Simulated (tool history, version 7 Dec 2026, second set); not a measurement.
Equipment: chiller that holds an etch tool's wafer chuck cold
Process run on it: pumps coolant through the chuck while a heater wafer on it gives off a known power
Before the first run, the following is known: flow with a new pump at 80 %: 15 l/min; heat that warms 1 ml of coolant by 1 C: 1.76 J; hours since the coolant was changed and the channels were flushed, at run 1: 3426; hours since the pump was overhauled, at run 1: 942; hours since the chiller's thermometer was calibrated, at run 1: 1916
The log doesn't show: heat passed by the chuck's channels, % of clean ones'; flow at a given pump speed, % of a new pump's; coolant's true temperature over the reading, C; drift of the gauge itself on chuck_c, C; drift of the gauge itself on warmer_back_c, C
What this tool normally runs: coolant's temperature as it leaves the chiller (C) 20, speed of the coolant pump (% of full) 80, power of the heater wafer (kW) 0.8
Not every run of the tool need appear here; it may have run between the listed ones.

| run | hour | coolant's temperature as it leaves the chiller (C) | speed of the coolant pump (% of full) | power of the heater wafer (kW) | hours since the coolant was changed and the channels were flushed | hours since the pump was overhauled | hours since the chiller's thermometer was calibrated | chuck's temperature once it has settled (C) | how much warmer the coolant comes back (C) |
|---|---|---|---|---|---|---|---|---|---|
| 1 | 0 | 20 | 80 | 0.8 | 3426 | 942 | 1916 | 25.5 | 1.87 |
| 2 | 53.1 | 20 | 86 | 0.8 | 3479 | 995 | 1969 | 25.4 | 1.75 |
| 3 | 117.4 | 20 | 86 | 0.42 | 3544 | 1059 | 2034 | 23.2 | 0.93 |
| 4 | 185.6 | 20 | 86 | 0.42 | 3612 | 1127 | 2102 | 23.3 | 0.93 |
| 5 | 265.1 | 20 | 86 | 0.42 | 3691 | 1207 | 2181 | 23 | 0.9 |
| 6 | 344.8 | 20 | 86 | 0.42 | 3771 | 1286 | 2261 | 22.9 | 0.86 |
| 7 | 435.7 | 20 | 86 | 0.42 | 3862 | 1377 | 2352 | 23.3 | 0.93 |
| 8 | 487.3 | 13 | 86 | 0.457 | 3914 | 1429 | 2403 | 16.4 | 0.98 |
| 9 | 547 | 28 | 79 | 0.563 | 3973 | 1489 | 2463 | 32.3 | 1.35 |
| 10 | 637.3 | 10 | 89 | 0.8 | 4064 | 1579 | 2553 | 15.5 | 1.71 |
| 11 | 738.3 | 16 | 80 | 1.012 | 4165 | 1680 | 2654 | 23.3 | 2.4 |
| 12 | 788.3 | 16 | 80 | 0.495 | 4215 | 1730 | 2704 | 19.8 | 1.16 |
| 13 | 871.9 | 21 | 78 | 1.172 | 4298 | 1814 | 2788 | 29.3 | 2.9 |
| 14 | 926.4 | 16 | 89 | 0.46 | 4353 | 1868 | 2843 | 19.6 | 0.95 |

Alternative continuations, all from the tool just after run 14; predict every row:
| A | 987 | 28 | 94 | 0.507 | 4413 | 1929 | 2903 | ? | ? |
| B | 987 | 20 | 78 | 0.8 | 4413 | 1929 | 2903 | ? | ? |
| C | 987 | 16 | 89 | 0.784 | 4413 | 1929 | 2903 | ? | ? |
| D | 987 | 12 | 61 | 0.46 | 4413 | 1929 | 2903 | ? | ? |

| run | chuck's temperature once it has settled (C) | how much warmer the coolant comes back (C) |
|---|---|---|
| A | 31.8 | 1.05 |
| B | 26 | 2.01 |
| C | 21.5 | 1.75 |
| D | 16.2 | 1.45 |
Without the tool's unlogged condition, the same runs would have read:
| run | chuck's temperature once it has settled (C) | how much warmer the coolant comes back (C) |
|---|---|---|
| A | 30.8 | 1.01 |
| B | 24.7 | 1.92 |
| C | 20.2 | 1.67 |
| D | 15.1 | 1.39 |
